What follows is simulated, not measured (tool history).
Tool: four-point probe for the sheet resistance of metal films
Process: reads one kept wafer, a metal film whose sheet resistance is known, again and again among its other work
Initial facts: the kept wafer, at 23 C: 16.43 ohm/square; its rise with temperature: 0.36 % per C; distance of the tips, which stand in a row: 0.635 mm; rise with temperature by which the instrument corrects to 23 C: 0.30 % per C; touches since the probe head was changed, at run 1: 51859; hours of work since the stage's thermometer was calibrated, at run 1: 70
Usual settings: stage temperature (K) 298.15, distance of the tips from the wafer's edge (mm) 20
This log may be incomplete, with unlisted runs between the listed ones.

| run | hour | stage temperature (K) | distance of the tips from the wafer's edge (mm) | touches since the probe head was changed | hours of work since the stage's thermometer was calibrated | sheet resistance as the instrument gives it (ohm/square) |
|---|---|---|---|---|---|---|
| 1 | 0.0 | 298.15 | 20 | 51859 | 70 | 16.364028 |
| 2 | 26.1 | 298.15 | 20 | 52956 | 83 | 16.365218 |
| 3 | 74.4 | 298.15 | 20 | 54980 | 107 | 16.356925 |
| 4 | 118.0 | 303.15 | 20 | 56811 | 129 | 16.409611 |
| 5 | 162.2 | 303.15 | 20 | 58668 | 152 | 16.407433 |
| 6 | 205.8 | 298.15 | 20 | 60496 | 174 | 16.353564 |
| 7 | 253.2 | 296.15 | 20 | 62486 | 198 | 16.322338 |
| 8 | 285.5 | 296.15 | 20 | 63843 | 214 | 16.321067 |
| 9 | 328.9 | 296.15 | 20 | 65665 | 236 | 16.322179 |
| 10 | 354.9 | 298.15 | 20 | 66755 | 249 | 16.337419 |
| 11 | 401.3 | 298.15 | 20 | 68702 | 272 | 16.339268 |
| 12 | 442.8 | 298.15 | 20 | 70445 | 293 | 16.334797 |
| 13 | 497.2 | 298.15 | 20 | 72726 | 321 | 16.332722 |
| 14 | 543.1 | 298.15 | 20 | 74656 | 344 | 16.319102 |
| 15 | 570.4 | 298.15 | 20 | 75801 | 358 | 16.320554 |
| 16 | 596.4 | 298.15 | 10 | 76890 | 371 | 16.342471 |
|  | 619.3 | new probe head fitted |
| 17 | 653.1 | 298.15 | 20 | 1420 | 399 | 16.372044 |

Run 18 is up next; what results do you expect?
| 18 | 689.2 | 298.15 | 20 | 2936 | 417 | ? |

For run 18 the tool returned sheet resistance as the instrument gives it (ohm/square) 16.369692.
With no hidden state in the tool, this same run would have given sheet resistance as the instrument gives it (ohm/square) 16.463679.
